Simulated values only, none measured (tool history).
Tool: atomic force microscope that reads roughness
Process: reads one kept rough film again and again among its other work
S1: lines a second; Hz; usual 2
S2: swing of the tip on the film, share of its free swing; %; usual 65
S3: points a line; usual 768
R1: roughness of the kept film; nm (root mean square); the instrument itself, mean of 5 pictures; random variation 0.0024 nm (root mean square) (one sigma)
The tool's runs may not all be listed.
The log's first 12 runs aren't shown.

| run | hour | S1 | S2 | S3 | R1 |
|---|---|---|---|---|---|
| 13 | 324.9 | 2 | 65 | 283 | 1.101 |
| 14 | 353.9 | 2 | 65 | 818 | 1.101 |
| 15 | 381.5 | 2 | 83 | 768 | 1.042 |
| 16 | 402 | 2 | 83 | 768 | 1.042 |
|  | 437.2 | new tip fitted |
| 17 | 439.2 | 2 | 83 | 768 | 1.051 |
| 18 | 462.6 | 2 | 83 | 768 | 1.051 |
| 19 | 499.5 | 2 | 83 | 768 | 1.052 |
| 20 | 520.3 | 2 | 63 | 505 | 1.107 |
| 21 | 540 | 2 | 63 | 505 | 1.108 |
| 22 | 561.2 | 1.18 | 63 | 282 | 1.116 |
| 23 | 590.5 | 1.18 | 63 | 282 | 1.116 |
|  | 593.8 | height scale calibrated on a step standard |
| 24 | 618.2 | 2.92 | 80 | 828 | 1.034 |
| 25 | 640.1 | 1.88 | 65 | 768 | 1.11 |
|  | 667.4 | new tip fitted |
| 26 | 668.2 | 2 | 73 | 737 | 1.095 |
| 27 | 702.9 | 2 | 73 | 737 | 1.099 |
| 28 | 725.2 | 2 | 73 | 737 | 1.098 |
| 29 | 746.4 | 2 | 80 | 737 | 1.072 |
| 30 | 763.7 | 2.57 | 57 | 737 | 1.123 |
|  | 767.5 | height scale calibrated on a step standard, once more |
| 31 | 786.2 | 2.57 | 57 | 737 | 1.097 |
| 32 | 811.9 | 2 | 65 | 898 | 1.087 |
| 33 | 848.8 | 0.64 | 76 | 447 | 1.101 |
| 34 | 869.3 | 0.64 | 76 | 447 | 1.097 |
|  | 896.8 | new tip fitted |
| 35 | 904.1 | 0.64 | 76 | 447 | 1.115 |
| 36 | 942 | 2 | 81 | 768 | 1.043 |
| 37 | 967.2 | 0.69 | 65 | 386 | 1.113 |

5 ways to go on from here, each from the tool as it stands after run 37. What would each give?
| A | 1002.4 | 0.79 | 65 | 264 | ? |
| B | 1002.4 | 0.52 | 63 | 292 | ? |
| C | 1002.4 | 1.01 | 69 | 700 | ? |
| D | 1002.4 | 2 | 65 | 465 | ? |
| E | 1002.4 | 0.68 | 65 | 276 | ? |

| run | R1 |
|---|---|
| A | 1.109 |
| B | 1.113 |
| C | 1.106 |
| D | 1.087 |
| E | 1.114 |
Without the tool's hidden state the same runs would have given:
| run | R1 |
|---|---|
| A | 1.115 |
| B | 1.119 |
| C | 1.112 |
| D | 1.093 |
| E | 1.12 |
